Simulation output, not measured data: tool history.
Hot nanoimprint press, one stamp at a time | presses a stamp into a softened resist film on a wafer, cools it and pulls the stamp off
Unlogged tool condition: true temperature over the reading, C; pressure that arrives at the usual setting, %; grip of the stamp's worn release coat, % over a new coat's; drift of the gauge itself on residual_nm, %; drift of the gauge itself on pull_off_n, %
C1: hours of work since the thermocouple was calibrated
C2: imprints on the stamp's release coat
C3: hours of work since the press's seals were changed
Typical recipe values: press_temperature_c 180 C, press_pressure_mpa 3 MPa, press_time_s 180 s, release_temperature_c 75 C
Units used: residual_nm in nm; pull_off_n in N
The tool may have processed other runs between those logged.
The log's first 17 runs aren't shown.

{"run": 18, "hour": 838.9, "press_temperature_c": 173, "press_pressure_mpa": 3, "press_time_s": 180, "release_temperature_c": 75, "C1": 36, "C2": 266, "C3": 214, "residual_nm": 269.2, "pull_off_n": 165}
{"run": 19, "hour": 887.9, "press_temperature_c": 173, "press_pressure_mpa": 3, "press_time_s": 180, "release_temperature_c": 75, "C1": 57, "C2": 393, "C3": 235, "residual_nm": 268.8, "pull_off_n": 164}
{"run": 20, "hour": 945.0, "press_temperature_c": 173, "press_pressure_mpa": 3, "press_time_s": 180, "release_temperature_c": 75, "C1": 80, "C2": 540, "C3": 258, "residual_nm": 267.7, "pull_off_n": 166}
{"run": 21, "hour": 1012.2, "press_temperature_c": 171, "press_pressure_mpa": 3, "press_time_s": 180, "release_temperature_c": 65, "C1": 108, "C2": 713, "C3": 286, "residual_nm": 282.5, "pull_off_n": 184}
{"run": 22, "hour": 1061.9, "press_temperature_c": 188, "press_pressure_mpa": 2.46, "press_time_s": 291, "release_temperature_c": 72, "C1": 128, "C2": 840, "C3": 307, "residual_nm": 147.7, "pull_off_n": 174}
{"run": 23, "hour": 1104.0, "press_temperature_c": 188, "press_pressure_mpa": 2.46, "press_time_s": 291, "release_temperature_c": 72, "C1": 146, "C2": 949, "C3": 324, "residual_nm": 148.2, "pull_off_n": 179}
{"run": 24, "hour": 1165.4, "press_temperature_c": 188, "press_pressure_mpa": 2.46, "press_time_s": 291, "release_temperature_c": 72, "C1": 171, "C2": 1107, "C3": 349, "residual_nm": 146.3, "pull_off_n": 175}
{"run": 25, "hour": 1196.9, "press_temperature_c": 188, "press_pressure_mpa": 2.46, "press_time_s": 291, "release_temperature_c": 76, "C1": 184, "C2": 1188, "C3": 362, "residual_nm": 147.8, "pull_off_n": 174}
{"run": 26, "hour": 1266.5, "press_temperature_c": 180, "press_pressure_mpa": 3.35, "press_time_s": 159, "release_temperature_c": 68, "C1": 213, "C2": 1367, "C3": 391, "residual_nm": 217.2, "pull_off_n": 187}
{"run": 27, "hour": 1322.3, "press_temperature_c": 179, "press_pressure_mpa": 3.37, "press_time_s": 179, "release_temperature_c": 70, "C1": 236, "C2": 1511, "C3": 414, "residual_nm": 213.2, "pull_off_n": 190}
{"run": 28, "hour": 1367.4, "press_temperature_c": 180, "press_pressure_mpa": 3, "press_time_s": 196, "release_temperature_c": 61, "C1": 255, "C2": 1627, "C3": 433, "residual_nm": 207.9, "pull_off_n": 202}
{"hour": 1378.9, "done": "stamp cleaned and given a new release coat"}
{"run": 29, "hour": 1424.1, "press_temperature_c": 180, "press_pressure_mpa": 3, "press_time_s": 196, "release_temperature_c": 61, "C1": 276, "C2": 116, "C3": 454, "residual_nm": 208.7, "pull_off_n": 183}
{"run": 30, "hour": 1461.4, "press_temperature_c": 178, "press_pressure_mpa": 3.11, "press_time_s": 196, "release_temperature_c": 61, "C1": 291, "C2": 212, "C3": 469, "residual_nm": 219.3, "pull_off_n": 184}

Here are 3 independent what-if runs from the current tool condition. What would each one return?
{"run": "A", "hour": 1529.9, "press_temperature_c": 186, "press_pressure_mpa": 3, "press_time_s": 180, "release_temperature_c": 79, "C1": 320, "C2": 389, "C3": 498, "residual_nm": "?", "pull_off_n": "?"}
{"run": "B", "hour": 1529.9, "press_temperature_c": 178, "press_pressure_mpa": 3.43, "press_time_s": 196, "release_temperature_c": 61, "C1": 320, "C2": 389, "C3": 498, "residual_nm": "?", "pull_off_n": "?"}
{"run": "C", "hour": 1529.9, "press_temperature_c": 178, "press_pressure_mpa": 2.41, "press_time_s": 210, "release_temperature_c": 72, "C1": 320, "C2": 389, "C3": 498, "residual_nm": "?", "pull_off_n": "?"}

run=A residual_nm=175.8 pull_off_n=162
run=B residual_nm=211.2 pull_off_n=181
run=C residual_nm=233.7 pull_off_n=170
The same runs, with their run-to-run variation unchanged, on a tool lacking any hidden condition would have given:
run=A residual_nm=176.9 pull_off_n=156
run=B residual_nm=212.5 pull_off_n=174
run=C residual_nm=235.7 pull_off_n=164
